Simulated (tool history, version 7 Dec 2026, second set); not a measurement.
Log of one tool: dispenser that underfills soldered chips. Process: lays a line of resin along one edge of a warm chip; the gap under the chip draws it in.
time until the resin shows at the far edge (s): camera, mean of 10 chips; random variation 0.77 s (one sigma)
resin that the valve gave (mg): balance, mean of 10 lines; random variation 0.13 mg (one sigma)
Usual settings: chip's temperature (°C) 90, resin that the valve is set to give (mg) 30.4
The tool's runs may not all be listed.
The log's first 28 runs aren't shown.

run	hour	chip's temperature (°C)	resin that the valve is set to give (mg)	time until the resin shows at the far edge (s)	resin that the valve gave (mg)
29	115.6	77	29.1	215.1	28.11
# hour 119.3: new syringe of resin
30	121.2	77	29.1	138.2	27.99
31	123.6	77	29.1	145.6	28.23
32	129.2	78	38.8	169.1	37.31
33	133.7	78	38.8	191.3	37.27
34	136.2	77	32.9	218.4	31.7
# hour 139.4: new syringe of resin
35	140.9	77	32.9	135.2	31.41
36	144.7	77	32.9	146.6	31.6
37	147.3	85	29.3	118.2	28.3
38	149.9	95	26.2	88.2	25.14

Forecast each of these 3 alternatives for the next run:
A	153	90	30.9	?	?
B	153	78	35.2	?	?
C	153	102	37.5	?	?

run	time until the resin shows at the far edge (s)	resin that the valve gave (mg)
A	115.3	29.72
B	184.4	33.85
C	71.8	36.06
Without the tool's hidden state the same runs would have given:
run	time until the resin shows at the far edge (s)	resin that the valve gave (mg)
A	71	30.94
B	113.8	35.24
C	44.6	37.54

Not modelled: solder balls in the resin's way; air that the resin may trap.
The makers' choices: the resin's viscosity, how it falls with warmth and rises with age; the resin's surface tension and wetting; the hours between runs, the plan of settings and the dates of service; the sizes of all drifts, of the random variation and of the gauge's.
